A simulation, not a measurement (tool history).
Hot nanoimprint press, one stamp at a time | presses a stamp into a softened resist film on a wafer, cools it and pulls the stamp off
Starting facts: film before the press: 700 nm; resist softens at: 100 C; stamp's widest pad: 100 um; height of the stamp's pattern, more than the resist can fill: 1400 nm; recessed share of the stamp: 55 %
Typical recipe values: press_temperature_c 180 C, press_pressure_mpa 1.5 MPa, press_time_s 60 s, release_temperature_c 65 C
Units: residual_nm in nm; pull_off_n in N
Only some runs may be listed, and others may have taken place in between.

run	day	press_temperature_c	press_pressure_mpa	press_time_s	release_temperature_c	residual_nm	pull_off_n
1	0	180	1.5	60	65	351.8	209
2	0.9	180	1.32	60	65	375.3	221
3	1.625	180	1.32	60	65	373.4	226
4	2.479	188	1.5	60	65	289.2	220
5	3.317	180	1.5	60	65	352.8	225
6	4.204	180	1.5	60	65	350.7	233
7	4.8	180	1.5	60	65	350.5	234
8	5.792	180	1.5	60	65	350.9	240
9	6.325	180	1.5	60	65	350.4	242
10	6.838	180	1.5	60	65	350	239
11	7.892	180	1.5	76	65	325.8	240
12	9.05	180	1.5	76	65	324.5	255
13	9.896	180	1.41	60	65	361.9	251
14	10.583	180	1.41	60	65	361.7	249
15	11.125	180	1.41	60	65	362.7	261
16	11.658	180	1.1	60	63	409.4	268
17	12.325	180	1.1	60	63	406.8	273
18	12.85	172	1.5	60	60	426	289
19	13.508	180	1.12	51	70	422.7	247
20	14.429	180	1.76	51	65	339.7	260
21	14.979	180	2.1	37	65	343.6	277
# day 15.3: stamp cleaned and given a new release coat
22	15.892	170	1.57	36	62	495.9	198
23	16.871	185	1.84	63	55	270.2	211
24	17.367	185	1.84	63	61	272.3	205
25	18.542	185	1.84	63	61	271.9	206
26	19.404	185	1.84	34	56	333.6	221
27	19.967	187	1.73	60	65	273.8	205
28	20.538	180	1.5	32	65	421	204
29	21.392	180	1.5	32	65	423.1	213
30	22.179	180	1.5	32	65	421.8	216

Predict each of these 4 candidate next runs independently; none follows another, all start after run 30:
A	23.333	174	1.5	59	68	?	?
B	23.333	180	1.95	34	68	?	?
C	23.333	180	1.52	52	72	?	?
D	23.333	178	1.5	32	58	?	?

run	residual_nm	pull_off_n
A	406.8	203
B	366.8	198
C	362.1	189
D	440.1	246
Without the tool's hidden state the same runs would have given:
run	residual_nm	pull_off_n
A	413.9	180
B	371	175
C	367.9	167
D	446.6	217
